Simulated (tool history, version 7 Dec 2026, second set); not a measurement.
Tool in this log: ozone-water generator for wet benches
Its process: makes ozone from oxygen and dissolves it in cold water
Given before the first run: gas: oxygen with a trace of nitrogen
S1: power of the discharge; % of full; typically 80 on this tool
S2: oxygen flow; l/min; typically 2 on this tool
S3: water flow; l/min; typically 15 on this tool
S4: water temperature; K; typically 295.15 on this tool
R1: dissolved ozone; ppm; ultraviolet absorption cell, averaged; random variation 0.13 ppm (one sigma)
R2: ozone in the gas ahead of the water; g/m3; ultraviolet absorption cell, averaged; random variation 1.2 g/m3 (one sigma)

| run | day | S1 | S2 | S3 | S4 | R1 | R2 |
|---|---|---|---|---|---|---|---|
| 1 | 0 | 80 | 2 | 15 | 295.15 | 13.6 | 207.9 |
| 2 | 4.754 | 80 | 2 | 15 | 295.15 | 13.4 | 208.1 |
| 3 | 10.467 | 80 | 2 | 15 | 295.15 | 13.6 | 207.1 |
| 4 | 15.892 | 80 | 2 | 15 | 295.15 | 13.3 | 206.7 |
| 5 | 18.588 | 80 | 2 | 15 | 295.15 | 13.5 | 207.5 |
| 6 | 21.967 | 80 | 1.83 | 15 | 295.15 | 13.1 | 214.6 |
| 7 | 26.471 | 85 | 2 | 15 | 295.15 | 13.7 | 212.2 |
| 8 | 29.679 | 91 | 2 | 15 | 295.15 | 14.5 | 220.4 |
| 9 | 34.383 | 80 | 2 | 15 | 295.15 | 13.3 | 206.3 |
| 10 | 39.642 | 50 | 1.56 | 15 | 295.15 | 9.5 | 176.5 |
| 11 | 42.229 | 80 | 2 | 15 | 295.15 | 13.1 | 204.5 |
| 12 | 46.133 | 61 | 2 | 15 | 289.15 | 12.1 | 175.7 |
| 13 | 51.642 | 61 | 2 | 15 | 289.15 | 12.1 | 172 |
| 14 | 54.542 | 76 | 1.56 | 22 | 299.15 | 7.5 | 220.5 |
| 15 | 59.658 | 44 | 1.13 | 15 | 291.15 | 8.2 | 189.4 |
| 16 | 64.308 | 80 | 2.51 | 15 | 295.15 | 13.5 | 182.6 |
| 17 | 66.888 | 47 | 1.04 | 15 | 295.15 | 8 | 205.4 |

Each row is a separate what-if for the run after 17, all from the same tool condition, not one after another. Results?
|  | 67.325 | water thermometer calibrated |
| A | 72.483 | 80 | 1.16 | 15 | 288.15 | ? | ? |
|  | 67.325 | water thermometer calibrated |
| B | 72.483 | 80 | 2 | 11 | 295.15 | ? | ? |
|  | 67.325 | water thermometer calibrated |
| C | 72.483 | 58 | 1.41 | 10 | 295.15 | ? | ? |
|  | 67.325 | water thermometer calibrated |
| D | 72.483 | 47 | 2.73 | 20 | 295.15 | ? | ? |
|  | 67.325 | water thermometer calibrated |
| E | 72.483 | 72 | 1.04 | 15 | 295.15 | ? | ? |

| run | R1 | R2 |
|---|---|---|
| A | 11.8 | 259.1 |
| B | 17.6 | 201.3 |
| C | 15.2 | 199.7 |
| D | 7.8 | 130.7 |
| E | 10.3 | 258.1 |
With the hidden condition removed and each run's random variation left untouched, the same runs would have given:
| run | R1 | R2 |
|---|---|---|
| A | 12.9 | 272.1 |
| B | 19.1 | 211.4 |
| C | 16.3 | 208 |
| D | 8.4 | 135.4 |
| E | 11.3 | 270.3 |
